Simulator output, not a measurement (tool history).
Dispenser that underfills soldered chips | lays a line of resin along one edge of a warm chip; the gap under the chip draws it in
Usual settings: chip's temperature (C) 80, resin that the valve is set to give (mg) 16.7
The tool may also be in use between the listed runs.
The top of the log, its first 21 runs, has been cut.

run	day	chip's temperature (C)	resin that the valve is set to give (mg)	hours of work since the syringe was changed	hours of work since the valve was cleaned	hours of work since the stage was calibrated	time until the resin shows at the far edge (s)	resin that the valve gave (mg)
22	3.012	80	18.0	4	13	69	28.1	17.89
23	3.179	66	19.4	7	16	72	49.9	19.22
24	3.271	66	19.4	8	17	73	52.1	19.26
25	3.429	82	21.2	10	20	76	33.5	21.10
# day 3.467: new syringe of resin
26	3.638	92	14.7	3	23	79	19.6	14.55
27	3.792	80	18.4	5	25	81	30.0	18.10
28	3.925	92	17.5	7	27	83	22.1	17.25
29	4.092	89	15.1	10	30	86	28.1	14.80
# day 4.175: new syringe of resin
30	4.283	89	19.1	2	33	89	19.8	18.84
31	4.367	72	16.7	3	34	90	36.9	16.44
32	4.546	72	16.7	6	37	93	40.1	16.41
33	4.646	69	17.7	7	38	94	46.2	17.40
34	4.742	69	17.7	9	40	96	50.3	17.40
# day 4.888: new syringe of resin
# day 4.962: dispensing valve cleaned and set on the balance
35	4.988	79	16.7	1	0	99	24.6	16.77
36	5.117	79	16.7	3	2	101	27.0	16.75

4 options for the next run, each taken on its own from the tool as it stands now. Forecast them:
A	5.200	87	16.1	4	4	102	?	?
B	5.200	92	16.2	4	4	102	?	?
C	5.200	65	17.4	4	4	102	?	?
D	5.200	69	20.9	4	4	102	?	?

run	time until the resin shows at the far edge (s)	resin that the valve gave (mg)
A	22.2	16.10
B	19.6	16.26
C	45.7	17.42
D	38.6	20.93
Stripped of hidden state, with their random variation kept, the same runs would have yielded:
run	time until the resin shows at the far edge (s)	resin that the valve gave (mg)
A	19.3	16.07
B	17.1	16.23
C	39.8	17.39
D	33.5	20.89
